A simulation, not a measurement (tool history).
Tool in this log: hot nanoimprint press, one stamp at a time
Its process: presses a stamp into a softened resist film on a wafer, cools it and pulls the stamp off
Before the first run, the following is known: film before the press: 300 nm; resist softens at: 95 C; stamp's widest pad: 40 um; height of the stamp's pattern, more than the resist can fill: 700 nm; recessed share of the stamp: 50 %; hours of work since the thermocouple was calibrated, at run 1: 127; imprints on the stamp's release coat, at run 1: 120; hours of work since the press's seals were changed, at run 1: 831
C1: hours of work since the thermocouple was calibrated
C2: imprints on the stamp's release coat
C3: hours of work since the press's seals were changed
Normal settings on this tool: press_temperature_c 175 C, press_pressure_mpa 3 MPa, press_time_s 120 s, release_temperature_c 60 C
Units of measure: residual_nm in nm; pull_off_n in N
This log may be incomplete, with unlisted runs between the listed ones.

Run 1, hour 0: usual settings; C1 127; C2 120; C3 831. Result: residual_nm 161.6 nm, pull_off_n 182.6 N.
Run 2, hour 59.5: usual settings; C1 154; C2 270; C3 858. Result: residual_nm 161.5 nm, pull_off_n 181.6 N.
Run 3, hour 100.6: usual settings; C1 172; C2 373; C3 876. Result: residual_nm 161.8 nm, pull_off_n 181.4 N.
Run 4, hour 154.1: usual settings; C1 196; C2 507; C3 900. Result: residual_nm 161.4 nm, pull_off_n 182 N.
At hour 197.9: stamp cleaned and given a new release coat.
Run 5, hour 228.6: usual settings; C1 226; C2 77; C3 930. Result: residual_nm 161.6 nm, pull_off_n 181.3 N.
Run 6, hour 294.2: usual settings; C1 255; C2 242; C3 959. Result: residual_nm 161.5 nm, pull_off_n 181.9 N.
Run 7, hour 359: usual settings but release_temperature_c 56 C; C1 284; C2 405; C3 988. Result: residual_nm 161.7 nm, pull_off_n 195.8 N.
Run 8, hour 423.8: usual settings but release_temperature_c 56 C; C1 313; C2 567; C3 1017. Result: residual_nm 161.6 nm, pull_off_n 195 N.
At hour 432.5: plate thermocouple calibrated.
At hour 449.2: stamp cleaned and given a new release coat.
Run 9, hour 478: usual settings but release_temperature_c 56 C; C1 18; C2 73; C3 1037. Result: residual_nm 162 nm, pull_off_n 195.3 N.
Run 10, hour 511.4: usual settings but release_temperature_c 56 C; C1 32; C2 157; C3 1052. Result: residual_nm 161.7 nm, pull_off_n 196.5 N.
Run 11, hour 541.3: usual settings but release_temperature_c 56 C; C1 46; C2 232; C3 1065. Result: residual_nm 161.8 nm, pull_off_n 194.6 N.
Run 12, hour 609.7: usual settings but release_temperature_c 48 C; C1 76; C2 404; C3 1095. Result: residual_nm 161.9 nm, pull_off_n 222.6 N.
Run 13, hour 665.4: usual settings but release_temperature_c 48 C; C1 101; C2 543; C3 1120. Result: residual_nm 161.8 nm, pull_off_n 223.1 N.
At hour 696: stamp cleaned and given a new release coat.
Run 14, hour 714.3: usual settings but press_temperature_c 181 C; C1 120; C2 46; C3 1139. Result: residual_nm 136.3 nm, pull_off_n 181.1 N.
Run 15, hour 784.1: usual settings but press_pressure_mpa 4.14 MPa, release_temperature_c 59 C; C1 151; C2 221; C3 1170. Result: residual_nm 142.7 nm, pull_off_n 183 N.
Run 16, hour 818.4: usual settings but press_pressure_mpa 4.14 MPa, release_temperature_c 59 C; C1 166; C2 307; C3 1186. Result: residual_nm 142.2 nm, pull_off_n 183.4 N.
Run 17, hour 871.3: usual settings but press_pressure_mpa 4.14 MPa, release_temperature_c 59 C; C1 190; C2 440; C3 1209. Result: residual_nm 142.3 nm, pull_off_n 184.2 N.
At hour 920.9: press's hydraulic seals changed and the load cell set to zero.
Run 18, hour 930.2: usual settings but press_pressure_mpa 4.14 MPa, release_temperature_c 59 C; C1 212; C2 568; C3 4. Result: residual_nm 142.2 nm, pull_off_n 183.1 N.
At hour 949.4: stamp cleaned and given a new release coat.
Run 19, hour 973.2: usual settings but press_pressure_mpa 4.14 MPa, release_temperature_c 59 C; C1 229; C2 60; C3 21. Result: residual_nm 142.4 nm, pull_off_n 183.7 N.
Run 20, hour 1020: usual settings but press_pressure_mpa 2.18 MPa, release_temperature_c 59 C; C1 249; C2 177; C3 41. Result: residual_nm 180.9 nm, pull_off_n 182.8 N.
Run 21, hour 1078: usual settings but press_pressure_mpa 3.5 MPa, release_temperature_c 54 C; C1 275; C2 323; C3 67. Result: residual_nm 152.4 nm, pull_off_n 201 N.
Run 22, hour 1113.2: usual settings but press_pressure_mpa 2.65 MPa, press_time_s 157 s, release_temperature_c 54 C; C1 291; C2 411; C3 83. Result: residual_nm 154 nm, pull_off_n 199.9 N.
Run 23, hour 1150.5: usual settings but press_pressure_mpa 4.35 MPa, release_temperature_c 53 C; C1 307; C2 505; C3 99. Result: residual_nm 139.8 nm, pull_off_n 203.5 N.
At hour 1169.8: plate thermocouple calibrated.
At hour 1196.5: stamp cleaned and given a new release coat.
Run 24, hour 1196.5: usual settings but press_pressure_mpa 4.35 MPa, release_temperature_c 53 C; C1 9; C2 0; C3 116. Result: residual_nm 139.7 nm, pull_off_n 203.3 N.
Run 25, hour 1247.7: usual settings but press_pressure_mpa 4.35 MPa, release_temperature_c 53 C; C1 32; C2 128; C3 139. Result: residual_nm 139.7 nm, pull_off_n 202.3 N.
Run 26, hour 1288.8: usual settings but press_pressure_mpa 4.35 MPa, release_temperature_c 53 C; C1 50; C2 232; C3 157. Result: residual_nm 139.5 nm, pull_off_n 203.3 N.
Run 27, hour 1361.5: usual settings but release_temperature_c 50 C; C1 83; C2 414; C3 189. Result: residual_nm 161.6 nm, pull_off_n 212 N.
Run 28, hour 1418.1: usual settings but press_temperature_c 186 C, release_temperature_c 50 C; C1 108; C2 556; C3 214. Result: residual_nm 118.2 nm, pull_off_n 213.6 N.

Forecast each of these 4 alternatives for the next run:
At hour 1444.2: stamp cleaned and given a new release coat.
Run A, hour 1479.4: usual settings but press_temperature_c 186 C, press_pressure_mpa 4.22 MPa, press_time_s 66 s, release_temperature_c 50 C; C1 132; C2 88; C3 239. Result: residual_nm ?, pull_off_n ?.
At hour 1444.2: stamp cleaned and given a new release coat.
Run B, hour 1479.4: usual settings but press_temperature_c 164 C; C1 132; C2 88; C3 239. Result: residual_nm ?, pull_off_n ?.
At hour 1444.2: stamp cleaned and given a new release coat.
Run C, hour 1479.4: usual settings but press_temperature_c 181 C, press_time_s 123 s, release_temperature_c 50 C; C1 132; C2 88; C3 239. Result: residual_nm ?, pull_off_n ?.
At hour 1444.2: stamp cleaned and given a new release coat.
Run D, hour 1479.4: usual settings but press_temperature_c 183 C, release_temperature_c 50 C; C1 132; C2 88; C3 239. Result: residual_nm ?, pull_off_n ?.

run  residual_nm  pull_off_n
  A        129.5       211.3
  B        214.3       177.4
  C          135       212.6
  D        128.6       211.2
What these runs would have given with no unlogged condition in the tool:
run  residual_nm  pull_off_n
  A        129.5       216.2
  B        214.4       181.5
  C          135       217.5
  D        128.7       216.1

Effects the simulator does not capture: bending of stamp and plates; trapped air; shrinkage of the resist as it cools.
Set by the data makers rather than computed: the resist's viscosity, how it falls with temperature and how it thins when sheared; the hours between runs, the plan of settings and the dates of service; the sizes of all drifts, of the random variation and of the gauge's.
